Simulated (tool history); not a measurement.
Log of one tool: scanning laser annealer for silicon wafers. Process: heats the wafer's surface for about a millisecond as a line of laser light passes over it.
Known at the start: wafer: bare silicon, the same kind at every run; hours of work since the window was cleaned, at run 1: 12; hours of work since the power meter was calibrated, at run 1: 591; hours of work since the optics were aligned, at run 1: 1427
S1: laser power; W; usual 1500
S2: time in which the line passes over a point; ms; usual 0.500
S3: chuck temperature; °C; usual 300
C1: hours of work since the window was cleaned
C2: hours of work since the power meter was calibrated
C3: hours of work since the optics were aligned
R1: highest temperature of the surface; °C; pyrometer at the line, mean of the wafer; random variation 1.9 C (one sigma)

run	hour	S1	S2	S3	C1	C2	C3	R1
1	0.0	1500	0.500	300	12	591	1427	1128
2	70.7	1500	0.500	300	47	626	1463	1121
3	110.9	1500	0.454	300	68	646	1483	1083
4	160.3	1500	0.454	300	92	671	1507	1081
5	200.4	1533	0.500	300	112	691	1527	1135
6	251.8	1500	0.500	300	138	716	1553	1111
7	326.0	1500	0.500	300	175	753	1590	1106
8	366.1	1500	0.500	300	195	773	1610	1106
# hour 424.8: optics aligned, line set to its width
9	424.8	1500	0.500	300	222	800	0	1111
10	468.1	1500	0.500	298	243	822	22	1103
11	516.9	1432	0.500	300	267	846	46	1067
12	564.1	1432	0.500	300	291	870	69	1070
13	598.9	1408	0.500	300	308	887	87	1049
14	645.9	1408	0.500	300	332	910	110	1047
# hour 692.8: window over the wafer cleaned
15	702.2	1408	0.500	300	5	938	137	1085
16	733.8	1408	0.500	300	20	953	153	1079
17	803.9	1318	0.500	300	55	988	188	1030
18	839.0	1496	0.534	331	73	1006	206	1176
19	893.1	1496	0.534	331	100	1033	232	1174
20	925.0	1453	0.420	282	116	1049	248	1010
21	977.3	1453	0.420	282	142	1075	274	1009
22	1034.0	1500	0.500	321	170	1103	303	1134
23	1103.3	1500	0.500	321	205	1137	337	1130
# hour 1112.1: laser's power meter calibrated
24	1144.0	1367	0.539	338	223	16	356	1102
25	1199.1	1347	0.610	300	251	43	384	1100
26	1245.8	1313	0.536	303	274	67	407	1034
27	1282.4	1649	0.527	300	292	85	425	1199
28	1342.6	1481	0.406	339	322	115	455	1052
# hour 1366.3: laser's power meter calibrated, once more
29	1399.8	1496	0.399	304	349	17	482	1006
# hour 1413.2: window over the wafer cleaned
30	1461.1	1496	0.399	323	24	46	512	1060
31	1520.9	1496	0.399	323	54	76	542	1056
32	1599.0	1572	0.399	280	93	115	580	1043
33	1666.9	1423	0.500	300	126	149	614	1072

Forecast each of these 3 alternatives for the next run:
A	1734.3	1423	0.578	300	160	182	648	?
B	1734.3	1423	0.587	297	160	182	648	?
C	1734.3	1478	0.396	314	160	182	648	?

run	R1
A	1129
B	1129
C	1027
Without the tool's hidden state the same runs would have given:
run	R1
A	1150
B	1151
C	1046
